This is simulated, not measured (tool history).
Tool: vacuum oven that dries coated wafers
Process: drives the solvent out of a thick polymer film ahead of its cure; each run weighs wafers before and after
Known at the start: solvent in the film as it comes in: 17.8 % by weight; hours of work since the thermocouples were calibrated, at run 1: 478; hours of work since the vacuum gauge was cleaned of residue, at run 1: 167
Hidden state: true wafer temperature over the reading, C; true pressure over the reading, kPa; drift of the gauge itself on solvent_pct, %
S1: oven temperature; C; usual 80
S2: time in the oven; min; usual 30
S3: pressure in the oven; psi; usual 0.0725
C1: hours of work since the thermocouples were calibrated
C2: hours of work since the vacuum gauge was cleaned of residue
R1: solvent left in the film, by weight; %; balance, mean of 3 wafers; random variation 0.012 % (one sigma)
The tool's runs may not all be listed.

| run | day | S1 | S2 | S3 | C1 | C2 | R1 |
|---|---|---|---|---|---|---|---|
| 1 | 0 | 80 | 30 | 0.0725 | 478 | 167 | 1.32 |
| 2 | 3.996 | 80 | 30 | 0.0725 | 548 | 237 | 1.32 |
| 3 | 7.192 | 80 | 30 | 0.0725 | 604 | 293 | 1.32 |
| 4 | 10.458 | 92 | 30 | 0.0725 | 661 | 350 | 0.35 |
| 5 | 14.65 | 80 | 30 | 0.0725 | 734 | 423 | 1.35 |
|  | 15.096 | vacuum gauge cleaned of residue and calibrated |
| 6 | 17.125 | 80 | 30 | 0.0725 | 776 | 36 | 1.38 |
| 7 | 21.167 | 80 | 31 | 0.057 | 847 | 106 | 1.22 |
|  | 21.604 | oven's thermocouples calibrated |
| 8 | 25.325 | 80 | 17 | 0.0725 | 65 | 178 | 3.55 |
| 9 | 28.783 | 80 | 20 | 0.0393 | 126 | 238 | 2.72 |
| 10 | 31.904 | 80 | 47 | 0.0373 | 180 | 293 | 0.55 |
| 11 | 34.917 | 84 | 24 | 0.0725 | 233 | 345 | 1.42 |
|  | 37.462 | vacuum gauge cleaned of residue and calibrated, once more |
| 12 | 37.946 | 88 | 24 | 0.088 | 285 | 8 | 0.81 |

Hidden state or all else? Some run-to-run changes of R1, split into what the settings, what came in and random variation would give without the hidden state, and what is left for the hidden state (with any gauge scatter that isn't in both results):
Run 7 -> 8: S2 31 -> 17, S3 0.057 -> 0.0725, oven's thermocouples calibrated. R1 +2.33 %: hidden state +0.06, all else +2.27.
Run 11 -> 12: S1 84 -> 88, S3 0.0725 -> 0.088, vacuum gauge cleaned of residue and calibrated, once more. R1 -0.61 %: hidden state -0.16, all else -0.45.

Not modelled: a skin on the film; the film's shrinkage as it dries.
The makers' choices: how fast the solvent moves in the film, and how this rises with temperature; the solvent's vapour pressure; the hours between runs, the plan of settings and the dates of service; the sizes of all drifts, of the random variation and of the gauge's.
